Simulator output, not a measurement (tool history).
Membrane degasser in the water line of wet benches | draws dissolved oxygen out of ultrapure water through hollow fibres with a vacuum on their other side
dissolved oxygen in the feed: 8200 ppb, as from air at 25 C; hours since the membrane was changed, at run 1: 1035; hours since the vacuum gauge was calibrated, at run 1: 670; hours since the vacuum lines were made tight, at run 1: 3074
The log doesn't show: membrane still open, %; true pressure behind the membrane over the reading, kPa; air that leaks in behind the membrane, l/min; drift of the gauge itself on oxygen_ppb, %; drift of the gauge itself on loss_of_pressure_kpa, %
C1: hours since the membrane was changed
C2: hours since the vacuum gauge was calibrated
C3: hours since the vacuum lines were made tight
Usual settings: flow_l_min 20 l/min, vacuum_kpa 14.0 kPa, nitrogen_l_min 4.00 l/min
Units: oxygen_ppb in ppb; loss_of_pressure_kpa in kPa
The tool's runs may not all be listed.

Run 1, hour 0.0: usual settings; C1 1035; C2 670; C3 3074. Result: oxygen_ppb 296.8 ppb, loss_of_pressure_kpa 28.68 kPa.
Run 2, hour 41.5: usual settings but vacuum_kpa 10.3 kPa; C1 1077; C2 711; C3 3116. Result: oxygen_ppb 249.4 ppb, loss_of_pressure_kpa 28.82 kPa.
Run 3, hour 62.8: usual settings but vacuum_kpa 10.3 kPa; C1 1098; C2 733; C3 3137. Result: oxygen_ppb 252.4 ppb, loss_of_pressure_kpa 28.65 kPa.
Run 4, hour 104.1: usual settings but vacuum_kpa 10.3 kPa; C1 1139; C2 774; C3 3178. Result: oxygen_ppb 254.3 ppb, loss_of_pressure_kpa 28.81 kPa.
Run 5, hour 139.3: usual settings; C1 1174; C2 809; C3 3213. Result: oxygen_ppb 295.4 ppb, loss_of_pressure_kpa 28.84 kPa.
Run 6, hour 169.6: usual settings; C1 1205; C2 839; C3 3244. Result: oxygen_ppb 296.6 ppb, loss_of_pressure_kpa 29.16 kPa.
Run 7, hour 207.3: usual settings; C1 1242; C2 877; C3 3281. Result: oxygen_ppb 294.1 ppb, loss_of_pressure_kpa 29.09 kPa.
Run 8, hour 249.7: usual settings; C1 1285; C2 919; C3 3324. Result: oxygen_ppb 292.1 ppb, loss_of_pressure_kpa 29.24 kPa.
Run 9, hour 290.0: usual settings; C1 1325; C2 960; C3 3364. Result: oxygen_ppb 294.9 ppb, loss_of_pressure_kpa 28.83 kPa.
Run 10, hour 324.7: usual settings but flow_l_min 21 l/min; C1 1360; C2 994; C3 3399. Result: oxygen_ppb 315.3 ppb, loss_of_pressure_kpa 30.42 kPa.
Run 11, hour 349.4: usual settings but vacuum_kpa 22.2 kPa; C1 1384; C2 1019; C3 3423. Result: oxygen_ppb 384.7 ppb, loss_of_pressure_kpa 29.02 kPa.
Run 12, hour 375.4: usual settings but flow_l_min 24 l/min, vacuum_kpa 21.3 kPa, nitrogen_l_min 11.91 l/min; C1 1410; C2 1045; C3 3449. Result: oxygen_ppb 317.3 ppb, loss_of_pressure_kpa 34.50 kPa.
Run 13, hour 408.9: usual settings but flow_l_min 24 l/min, vacuum_kpa 25.5 kPa, nitrogen_l_min 5.24 l/min; C1 1444; C2 1079; C3 3483. Result: oxygen_ppb 466.1 ppb, loss_of_pressure_kpa 34.69 kPa.
Run 14, hour 427.8: usual settings but vacuum_kpa 16.0 kPa, nitrogen_l_min 7.11 l/min; C1 1463; C2 1098; C3 3502. Result: oxygen_ppb 257.1 ppb, loss_of_pressure_kpa 28.65 kPa.
Run 15, hour 456.0: usual settings but flow_l_min 22 l/min, vacuum_kpa 15.9 kPa, nitrogen_l_min 7.11 l/min; C1 1491; C2 1126; C3 3530. Result: oxygen_ppb 290.7 ppb, loss_of_pressure_kpa 31.64 kPa.
Run 16, hour 493.7: usual settings but vacuum_kpa 30.5 kPa, nitrogen_l_min 11.14 l/min; C1 1529; C2 1163; C3 3568. Result: oxygen_ppb 287.0 ppb, loss_of_pressure_kpa 28.91 kPa.
Run 17, hour 534.3: usual settings but vacuum_kpa 30.5 kPa, nitrogen_l_min 5.24 l/min; C1 1569; C2 1204; C3 3608. Result: oxygen_ppb 414.5 ppb, loss_of_pressure_kpa 28.85 kPa.
Run 18, hour 577.1: usual settings but vacuum_kpa 20.5 kPa, nitrogen_l_min 5.24 l/min; C1 1612; C2 1247; C3 3651. Result: oxygen_ppb 329.5 ppb, loss_of_pressure_kpa 28.70 kPa.
Run 19, hour 614.6: usual settings but vacuum_kpa 20.5 kPa, nitrogen_l_min 5.24 l/min; C1 1650; C2 1284; C3 3689. Result: oxygen_ppb 324.9 ppb, loss_of_pressure_kpa 28.86 kPa.
Run 20, hour 642.5: usual settings but vacuum_kpa 20.5 kPa, nitrogen_l_min 5.24 l/min; C1 1678; C2 1312; C3 3717. Result: oxygen_ppb 328.1 ppb, loss_of_pressure_kpa 29.23 kPa.
Run 21, hour 685.5: usual settings but flow_l_min 28 l/min, vacuum_kpa 21.6 kPa, nitrogen_l_min 3.57 l/min; C1 1720; C2 1355; C3 3760. Result: oxygen_ppb 618.0 ppb, loss_of_pressure_kpa 40.37 kPa.

3 ways to go on from here, each from the tool as it stands after run 21. What would each give?
Run A, hour 718.4: usual settings but flow_l_min 27 l/min; C1 1753; C2 1388; C3 3792. Result: oxygen_ppb ?, loss_of_pressure_kpa ?.
Run B, hour 718.4: usual settings but flow_l_min 16 l/min, vacuum_kpa 27.8 kPa, nitrogen_l_min 1.96 l/min; C1 1753; C2 1388; C3 3792. Result: oxygen_ppb ?, loss_of_pressure_kpa ?.
Run C, hour 718.4: usual settings but flow_l_min 28 l/min, vacuum_kpa 21.6 kPa, nitrogen_l_min 6.79 l/min; C1 1753; C2 1388; C3 3792. Result: oxygen_ppb ?, loss_of_pressure_kpa ?.

run  oxygen_ppb  loss_of_pressure_kpa
  A       448.5                 39.22
  B       569.9                 23.20
  C       469.1                 40.64
Without the tool's hidden state the same runs would have given:
run  oxygen_ppb  loss_of_pressure_kpa
  A       437.2                 38.90
  B       554.9                 23.01
  C       458.1                 40.31
